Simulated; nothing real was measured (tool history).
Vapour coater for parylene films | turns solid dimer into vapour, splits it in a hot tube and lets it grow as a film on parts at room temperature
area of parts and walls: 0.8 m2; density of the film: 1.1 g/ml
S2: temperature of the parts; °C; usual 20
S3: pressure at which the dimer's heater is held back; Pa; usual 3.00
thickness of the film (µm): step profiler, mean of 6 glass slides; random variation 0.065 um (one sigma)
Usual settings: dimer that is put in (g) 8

{"run": 1, "hour": 0.0, "dimer that is put in (g)": 8, "S2": 20, "S3": 3.0, "thickness of the film (µm)": 7.58}
{"run": 2, "hour": 7.9, "dimer that is put in (g)": 8, "S2": 20, "S3": 3.0, "thickness of the film (µm)": 7.59}
{"run": 3, "hour": 22.6, "dimer that is put in (g)": 8, "S2": 20, "S3": 3.0, "thickness of the film (µm)": 7.54}
{"run": 4, "hour": 36.3, "dimer that is put in (g)": 8, "S2": 15, "S3": 3.0, "thickness of the film (µm)": 8.84}
{"run": 5, "hour": 50.9, "dimer that is put in (g)": 8, "S2": 22, "S3": 3.0, "thickness of the film (µm)": 7.11}
{"run": 6, "hour": 63.3, "dimer that is put in (g)": 8, "S2": 20, "S3": 3.0, "thickness of the film (µm)": 7.57}
{"run": 7, "hour": 77.5, "dimer that is put in (g)": 8, "S2": 20, "S3": 3.0, "thickness of the film (µm)": 7.51}
{"run": 8, "hour": 90.1, "dimer that is put in (g)": 8, "S2": 20, "S3": 3.0, "thickness of the film (µm)": 7.44}
{"run": 9, "hour": 100.4, "dimer that is put in (g)": 8, "S2": 20, "S3": 4.17, "thickness of the film (µm)": 6.95}
{"run": 10, "hour": 107.1, "dimer that is put in (g)": 8, "S2": 20, "S3": 4.17, "thickness of the film (µm)": 7.0}
{"run": 11, "hour": 114.6, "dimer that is put in (g)": 8, "S2": 20, "S3": 5.97, "thickness of the film (µm)": 6.48}
{"run": 12, "hour": 125.3, "dimer that is put in (g)": 8, "S2": 20, "S3": 5.97, "thickness of the film (µm)": 6.39}
{"run": 13, "hour": 139.0, "dimer that is put in (g)": 8, "S2": 20, "S3": 5.97, "thickness of the film (µm)": 6.44}
{"run": 14, "hour": 152.7, "dimer that is put in (g)": 8, "S2": 20, "S3": 5.97, "thickness of the film (µm)": 6.5}
{"run": 15, "hour": 161.8, "dimer that is put in (g)": 8, "S2": 20, "S3": 5.97, "thickness of the film (µm)": 6.3}
{"run": 16, "hour": 172.7, "dimer that is put in (g)": 8, "S2": 20, "S3": 5.97, "thickness of the film (µm)": 6.47}
{"run": 17, "hour": 180.4, "dimer that is put in (g)": 8, "S2": 20, "S3": 5.97, "thickness of the film (µm)": 6.46}
{"run": 18, "hour": 190.6, "dimer that is put in (g)": 8, "S2": 20, "S3": 5.97, "thickness of the film (µm)": 6.42}
{"run": 19, "hour": 206.4, "dimer that is put in (g)": 8, "S2": 20, "S3": 5.97, "thickness of the film (µm)": 6.35}
{"run": 20, "hour": 215.1, "dimer that is put in (g)": 8, "S2": 19, "S3": 3.0, "thickness of the film (µm)": 7.72}
{"run": 21, "hour": 222.6, "dimer that is put in (g)": 8, "S2": 20, "S3": 3.0, "thickness of the film (µm)": 7.36}
{"run": 22, "hour": 232.1, "dimer that is put in (g)": 8, "S2": 20, "S3": 3.0, "thickness of the film (µm)": 7.35}
{"run": 23, "hour": 247.4, "dimer that is put in (g)": 8, "S2": 20, "S3": 3.0, "thickness of the film (µm)": 7.3}
{"run": 24, "hour": 262.8, "dimer that is put in (g)": 8, "S2": 20, "S3": 3.0, "thickness of the film (µm)": 7.45}
{"hour": 273.8, "done": "trap's valve overhauled"}
{"run": 25, "hour": 276.2, "dimer that is put in (g)": 3, "S2": 20, "S3": 2.86, "thickness of the film (µm)": 2.72}
{"run": 26, "hour": 287.4, "dimer that is put in (g)": 8, "S2": 17, "S3": 3.0, "thickness of the film (µm)": 7.88}
{"run": 27, "hour": 300.3, "dimer that is put in (g)": 8, "S2": 24, "S3": 11.52, "thickness of the film (µm)": 4.7}
{"run": 28, "hour": 310.3, "dimer that is put in (g)": 8, "S2": 24, "S3": 2.74, "thickness of the film (µm)": 6.31}
{"run": 29, "hour": 319.5, "dimer that is put in (g)": 8, "S2": 24, "S3": 2.74, "thickness of the film (µm)": 6.44}
{"hour": 325.2, "done": "trap's valve overhauled, once more"}
{"run": 30, "hour": 335.1, "dimer that is put in (g)": 9, "S2": 14, "S3": 2.95, "thickness of the film (µm)": 9.96}
{"run": 31, "hour": 346.2, "dimer that is put in (g)": 5, "S2": 30, "S3": 6.06, "thickness of the film (µm)": 2.97}
{"run": 32, "hour": 356.7, "dimer that is put in (g)": 12, "S2": 15, "S3": 3.36, "thickness of the film (µm)": 13.1}
{"run": 33, "hour": 364.2, "dimer that is put in (g)": 11, "S2": 14, "S3": 3.0, "thickness of the film (µm)": 12.16}
{"run": 34, "hour": 372.0, "dimer that is put in (g)": 8, "S2": 18, "S3": 2.09, "thickness of the film (µm)": 8.69}
{"run": 35, "hour": 382.1, "dimer that is put in (g)": 5, "S2": 18, "S3": 5.65, "thickness of the film (µm)": 4.47}
{"run": 36, "hour": 393.4, "dimer that is put in (g)": 5, "S2": 21, "S3": 2.11, "thickness of the film (µm)": 4.98}
{"run": 37, "hour": 404.3, "dimer that is put in (g)": 7, "S2": 15, "S3": 3.69, "thickness of the film (µm)": 7.54}
{"run": 38, "hour": 414.3, "dimer that is put in (g)": 7, "S2": 31, "S3": 9.96, "thickness of the film (µm)": 3.59}
{"run": 39, "hour": 430.2, "dimer that is put in (g)": 3, "S2": 32, "S3": 6.39, "thickness of the film (µm)": 1.64}
{"run": 40, "hour": 438.3, "dimer that is put in (g)": 10, "S2": 20, "S3": 6.02, "thickness of the film (µm)": 8.09}
{"run": 41, "hour": 453.2, "dimer that is put in (g)": 9, "S2": 27, "S3": 2.55, "thickness of the film (µm)": 6.97}
{"run": 42, "hour": 461.0, "dimer that is put in (g)": 6, "S2": 22, "S3": 4.37, "thickness of the film (µm)": 4.93}
{"run": 43, "hour": 474.6, "dimer that is put in (g)": 6, "S2": 22, "S3": 4.37, "thickness of the film (µm)": 4.94}
{"run": 44, "hour": 490.0, "dimer that is put in (g)": 6, "S2": 22, "S3": 4.37, "thickness of the film (µm)": 4.9}
{"run": 45, "hour": 504.4, "dimer that is put in (g)": 14, "S2": 21, "S3": 9.48, "thickness of the film (µm)": 9.92}
{"run": 46, "hour": 514.8, "dimer that is put in (g)": 14, "S2": 21, "S3": 9.48, "thickness of the film (µm)": 9.97}
{"run": 47, "hour": 522.3, "dimer that is put in (g)": 11, "S2": 20, "S3": 3.0, "thickness of the film (µm)": 10.17}

4 ways to go on from here, each from the tool as it stands after run 47. What would each give?
{"run": "A", "hour": 537.2, "dimer that is put in (g)": 11, "S2": 17, "S3": 6.37, "thickness of the film (µm)": "?"}
{"run": "B", "hour": 537.2, "dimer that is put in (g)": 9, "S2": 15, "S3": 7.5, "thickness of the film (µm)": "?"}
{"run": "C", "hour": 537.2, "dimer that is put in (g)": 3, "S2": 17, "S3": 3.0, "thickness of the film (µm)": "?"}
{"run": "D", "hour": 537.2, "dimer that is put in (g)": 8, "S2": 19, "S3": 3.0, "thickness of the film (µm)": "?"}

run=A thickness_of_the_film_(µm)=9.50
run=B thickness_of_the_film_(µm)=8.17
run=C thickness_of_the_film_(µm)=3.10
run=D thickness_of_the_film_(µm)=7.68
Without the tool's hidden state the same runs would have given:
run=A thickness_of_the_film_(µm)=9.78
run=B thickness_of_the_film_(µm)=8.42
run=C thickness_of_the_film_(µm)=3.19
run=D thickness_of_the_film_(µm)=7.91
